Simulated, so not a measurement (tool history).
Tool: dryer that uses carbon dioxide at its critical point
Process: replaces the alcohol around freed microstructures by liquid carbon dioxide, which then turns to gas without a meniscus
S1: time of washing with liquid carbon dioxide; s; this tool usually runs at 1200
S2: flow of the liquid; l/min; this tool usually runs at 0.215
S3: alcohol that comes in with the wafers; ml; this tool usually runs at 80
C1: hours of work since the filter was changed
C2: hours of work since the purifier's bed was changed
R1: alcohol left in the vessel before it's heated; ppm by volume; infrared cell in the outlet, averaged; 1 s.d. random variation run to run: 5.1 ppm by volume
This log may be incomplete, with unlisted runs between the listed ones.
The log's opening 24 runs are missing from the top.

{"run": 25, "hour": 184.5, "S1": 780, "S2": 0.15, "S3": 29, "C1": 140, "C2": 153, "R1": 1629}
{"run": 26, "hour": 191.5, "S1": 780, "S2": 0.15, "S3": 29, "C1": 144, "C2": 157, "R1": 1737}
{"run": 27, "hour": 199.3, "S1": 1200, "S2": 0.312, "S3": 40, "C1": 147, "C2": 160, "R1": 27}
{"run": 28, "hour": 203.8, "S1": 1200, "S2": 0.312, "S3": 40, "C1": 150, "C2": 163, "R1": 42}
{"run": 29, "hour": 213.2, "S1": 1200, "S2": 0.156, "S3": 80, "C1": 154, "C2": 167, "R1": 555}
{"run": 30, "hour": 219.4, "S1": 1200, "S2": 0.156, "S3": 80, "C1": 157, "C2": 170, "R1": 560}
{"run": 31, "hour": 226.7, "S1": 1200, "S2": 0.156, "S3": 80, "C1": 161, "C2": 174, "R1": 568}
{"run": 32, "hour": 237.2, "S1": 1140, "S2": 0.306, "S3": 22, "C1": 166, "C2": 179, "R1": 38}
{"run": 33, "hour": 243.4, "S1": 1080, "S2": 0.132, "S3": 26, "C1": 169, "C2": 182, "R1": 738}
{"run": 34, "hour": 247.9, "S1": 1080, "S2": 0.132, "S3": 26, "C1": 171, "C2": 184, "R1": 752}
{"run": 35, "hour": 252.5, "S1": 1740, "S2": 0.178, "S3": 80, "C1": 174, "C2": 187, "R1": 51}
{"run": 36, "hour": 262.6, "S1": 1620, "S2": 0.151, "S3": 59, "C1": 179, "C2": 192, "R1": 112}
{"run": 37, "hour": 272.4, "S1": 1380, "S2": 0.209, "S3": 46, "C1": 183, "C2": 196, "R1": 51}
{"run": 38, "hour": 278.8, "S1": 1440, "S2": 0.324, "S3": 20, "C1": 186, "C2": 199, "R1": 40}
{"run": 39, "hour": 285.8, "S1": 1260, "S2": 0.324, "S3": 105, "C1": 190, "C2": 203, "R1": 43}
{"run": 40, "hour": 295.0, "S1": 1140, "S2": 0.348, "S3": 74, "C1": 194, "C2": 207, "R1": 35}
{"run": 41, "hour": 304.7, "S1": 1320, "S2": 0.305, "S3": 35, "C1": 199, "C2": 212, "R1": 53}
{"run": 42, "hour": 310.6, "S1": 900, "S2": 0.193, "S3": 21, "C1": 202, "C2": 215, "R1": 246}
{"run": 43, "hour": 320.5, "S1": 1320, "S2": 0.215, "S3": 75, "C1": 207, "C2": 220, "R1": 74}
{"run": 44, "hour": 330.6, "S1": 1020, "S2": 0.318, "S3": 72, "C1": 212, "C2": 225, "R1": 47}
{"run": 45, "hour": 341.2, "S1": 1020, "S2": 0.318, "S3": 72, "C1": 217, "C2": 230, "R1": 53}
{"run": 46, "hour": 352.2, "S1": 1020, "S2": 0.318, "S3": 56, "C1": 223, "C2": 236, "R1": 51}

Each row is a separate what-if for the run after 46, all from the same tool condition, not one after another. Results?
{"run": "A", "hour": 361.6, "S1": 1200, "S2": 0.131, "S3": 80, "C1": 227, "C2": 240, "R1": "?"}
{"run": "B", "hour": 361.6, "S1": 1560, "S2": 0.165, "S3": 23, "C1": 227, "C2": 240, "R1": "?"}
{"run": "C", "hour": 361.6, "S1": 1200, "S2": 0.215, "S3": 98, "C1": 227, "C2": 240, "R1": "?"}

run=A R1=1516
run=B R1=69
run=C R1=105
Without the tool's unlogged condition, the same runs would have read:
run=A R1=1287
run=B R1=23
run=C R1=50

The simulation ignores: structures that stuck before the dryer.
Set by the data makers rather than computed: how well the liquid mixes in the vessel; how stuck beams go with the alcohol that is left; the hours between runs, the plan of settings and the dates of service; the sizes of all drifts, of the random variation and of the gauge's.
